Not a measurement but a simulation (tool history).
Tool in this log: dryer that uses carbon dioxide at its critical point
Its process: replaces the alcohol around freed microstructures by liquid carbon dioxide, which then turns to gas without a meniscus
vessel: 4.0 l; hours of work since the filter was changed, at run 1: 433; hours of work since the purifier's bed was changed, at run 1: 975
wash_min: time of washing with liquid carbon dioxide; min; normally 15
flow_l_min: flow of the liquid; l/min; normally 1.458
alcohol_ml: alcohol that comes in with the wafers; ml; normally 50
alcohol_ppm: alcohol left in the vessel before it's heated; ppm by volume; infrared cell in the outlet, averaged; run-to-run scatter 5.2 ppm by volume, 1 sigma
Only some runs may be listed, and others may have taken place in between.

run	hour	wash_min	flow_l_min	alcohol_ml	hours of work since the filter was changed	hours of work since the purifier's bed was changed	alcohol_ppm
1	0.0	15	1.458	50	433	975	319
# hour 32.7: purifier's bed changed
2	42.3	15	1.458	50	459	6	210
3	74.1	15	1.458	50	479	27	233
# hour 96.4: inlet filter changed
4	124.0	15	2.480	50	18	58	11
5	171.7	10	1.458	50	48	89	539
6	221.6	10	1.458	50	81	121	552
7	267.4	10	1.458	50	110	150	574
8	302.8	14	1.458	50	133	173	191
9	345.2	14	1.458	50	160	200	184
10	368.6	15	1.458	34	175	215	123
11	388.9	15	1.458	47	188	229	154
12	433.9	15	1.458	47	217	257	157
13	482.9	15	1.070	50	249	289	529
14	519.7	15	1.458	50	272	313	193
15	541.5	15	1.458	50	286	327	191
16	591.5	15	1.458	50	318	359	196
17	638.7	15	1.458	50	349	389	213
18	670.1	15	1.458	50	369	409	224
19	717.7	15	1.458	50	400	440	242
20	765.6	15	1.458	50	430	471	250
21	791.8	15	2.060	54	447	488	100
22	827.6	15	2.060	54	470	511	105
# hour 865.2: inlet filter changed
23	873.9	15	2.060	54	6	540	80
24	919.7	14	2.450	74	35	569	81
25	964.4	14	2.450	74	64	598	89
26	1003.6	14	2.450	74	89	623	86
27	1025.6	14	2.120	24	103	637	88
28	1053.2	23	1.750	37	121	655	83
29	1100.3	23	1.750	37	151	686	96
30	1134.3	9	1.500	69	173	707	1070
31	1165.1	10	1.030	50	193	727	1557
32	1214.3	10	1.030	50	225	759	1583
33	1240.5	10	1.030	50	241	776	1562
34	1270.0	10	1.030	50	260	795	1609
35	1313.8	13	1.550	32	289	823	240
36	1342.0	13	1.550	32	307	841	251
37	1385.6	11	1.290	94	335	869	1509
38	1422.7	15	1.850	85	359	893	207
39	1461.3	11	1.458	33	383	918	466

4 ways to go on from here, each from the tool as it stands after run 39. What would each give?
A	1505.4	18	1.320	27	412	946	?
B	1505.4	10	1.458	50	412	946	?
C	1505.4	22	1.440	33	412	946	?
D	1505.4	23	1.458	26	412	946	?

run	alcohol_ppm
A	180
B	857
C	136
D	127
Had the tool no hidden state, the same runs would have come out as:
run	alcohol_ppm
A	33
B	486
C	13
D	9

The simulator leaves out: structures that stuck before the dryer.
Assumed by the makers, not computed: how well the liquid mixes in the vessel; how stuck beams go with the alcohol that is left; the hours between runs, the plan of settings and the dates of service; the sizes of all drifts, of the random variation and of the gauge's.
